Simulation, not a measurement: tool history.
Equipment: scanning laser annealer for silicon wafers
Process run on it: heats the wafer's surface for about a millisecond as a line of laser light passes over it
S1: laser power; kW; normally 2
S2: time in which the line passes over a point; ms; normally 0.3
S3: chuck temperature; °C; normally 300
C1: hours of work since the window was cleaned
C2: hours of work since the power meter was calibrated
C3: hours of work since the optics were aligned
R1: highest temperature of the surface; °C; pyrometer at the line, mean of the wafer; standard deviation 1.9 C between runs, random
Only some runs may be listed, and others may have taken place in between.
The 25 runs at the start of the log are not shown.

run,hour,S1,S2,S3,C1,C2,C3,R1
26,186.9,2,0.249,327,835,226,591,1056
27,195.7,2,0.249,327,839,229,595,1054
28,204.6,2,0.249,327,843,233,599,1058
29,211.1,2,0.249,327,846,236,602,1054
30,221,2,0.249,327,851,241,606,1057
31,226.9,2.057,0.3,300,853,243,609,1128
32,232.8,2.057,0.3,300,856,246,611,1129
33,239.9,2.057,0.3,300,859,249,614,1125
34,245,1.821,0.358,334,861,252,617,1131
35,254.8,1.821,0.358,334,866,256,621,1132
36,259.3,1.775,0.347,300,868,258,623,1062
37,267.9,2.008,0.377,310,872,262,627,1217
38,275.1,2.008,0.254,338,875,265,630,1076
39,282.5,2.008,0.254,338,878,268,634,1076

For run 40, what comes out?
40,289.5,2.008,0.254,338,881,272,637,?

R1: 1079 °C
On a tool with no hidden condition, and with the same random variation, this run would have come out at R1 1080 °C.

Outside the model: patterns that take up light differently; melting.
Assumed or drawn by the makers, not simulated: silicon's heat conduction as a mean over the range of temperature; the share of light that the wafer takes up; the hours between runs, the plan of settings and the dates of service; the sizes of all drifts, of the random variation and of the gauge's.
